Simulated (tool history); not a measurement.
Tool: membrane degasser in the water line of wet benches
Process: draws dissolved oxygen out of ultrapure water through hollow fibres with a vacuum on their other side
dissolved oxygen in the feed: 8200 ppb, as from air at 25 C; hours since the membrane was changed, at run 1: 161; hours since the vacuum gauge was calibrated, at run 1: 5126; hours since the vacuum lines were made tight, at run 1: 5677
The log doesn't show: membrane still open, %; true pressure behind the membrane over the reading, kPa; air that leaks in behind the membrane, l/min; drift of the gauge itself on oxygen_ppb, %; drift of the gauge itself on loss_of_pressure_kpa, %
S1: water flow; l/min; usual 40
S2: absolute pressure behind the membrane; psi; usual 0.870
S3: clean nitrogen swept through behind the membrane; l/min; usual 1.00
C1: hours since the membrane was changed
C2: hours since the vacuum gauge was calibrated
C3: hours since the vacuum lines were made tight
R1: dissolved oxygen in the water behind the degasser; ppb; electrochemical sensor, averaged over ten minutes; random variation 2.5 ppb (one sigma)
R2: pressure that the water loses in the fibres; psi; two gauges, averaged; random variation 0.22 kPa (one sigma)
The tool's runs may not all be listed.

| run | hour | S1 | S2 | S3 | C1 | C2 | C3 | R1 | R2 |
|---|---|---|---|---|---|---|---|---|---|
| 1 | 0.0 | 40 | 0.870 | 1.00 | 161 | 5126 | 5677 | 256.6 | 7.583 |
| 2 | 156.9 | 40 | 0.870 | 1.00 | 318 | 5283 | 5834 | 253.3 | 7.556 |
| 3 | 272.0 | 40 | 0.870 | 1.00 | 433 | 5398 | 5949 | 249.6 | 7.581 |
| 4 | 387.5 | 40 | 0.870 | 1.00 | 549 | 5514 | 6064 | 254.4 | 7.584 |
| 5 | 495.6 | 40 | 0.870 | 0.71 | 657 | 5622 | 6172 | 317.1 | 7.641 |
| 6 | 700.8 | 40 | 0.870 | 0.71 | 862 | 5827 | 6378 | 314.3 | 7.678 |
|  | 757.8 | vacuum gauge calibrated |
| 7 | 824.0 | 40 | 0.870 | 0.71 | 985 | 66 | 6500 | 319.6 | 7.632 |
| 8 | 913.2 | 25 | 1.189 | 0.45 | 1074 | 155 | 6590 | 501.7 | 4.820 |
| 9 | 1027.7 | 25 | 1.189 | 0.92 | 1189 | 270 | 6704 | 286.1 | 4.796 |
| 10 | 1144.0 | 32 | 1.434 | 0.71 | 1305 | 386 | 6820 | 559.4 | 6.119 |
| 11 | 1289.1 | 64 | 1.434 | 0.70 | 1450 | 531 | 6965 | 1046.1 | 12.382 |

5 ways to go on from here, each from the tool as it stands after run 11. What would each give?
| A | 1454.1 | 64 | 0.660 | 0.70 | 1615 | 696 | 7130 | ? | ? |
| B | 1454.1 | 64 | 1.434 | 1.89 | 1615 | 696 | 7130 | ? | ? |
| C | 1454.1 | 32 | 0.657 | 1.94 | 1615 | 696 | 7130 | ? | ? |
| D | 1454.1 | 50 | 0.534 | 1.23 | 1615 | 696 | 7130 | ? | ? |
| E | 1454.1 | 40 | 1.925 | 1.00 | 1615 | 696 | 7130 | ? | ? |

| run | R1 | R2 |
|---|---|---|
| A | 384.3 | 12.366 |
| B | 636.7 | 12.367 |
| C | 60.4 | 6.211 |
| D | 124.4 | 9.625 |
| E | 796.1 | 7.704 |
Without the tool's hidden state the same runs would have given:
| run | R1 | R2 |
|---|---|---|
| A | 384.3 | 12.092 |
| B | 636.6 | 12.093 |
| C | 60.4 | 6.073 |
| D | 124.3 | 9.411 |
| E | 796.1 | 7.533 |

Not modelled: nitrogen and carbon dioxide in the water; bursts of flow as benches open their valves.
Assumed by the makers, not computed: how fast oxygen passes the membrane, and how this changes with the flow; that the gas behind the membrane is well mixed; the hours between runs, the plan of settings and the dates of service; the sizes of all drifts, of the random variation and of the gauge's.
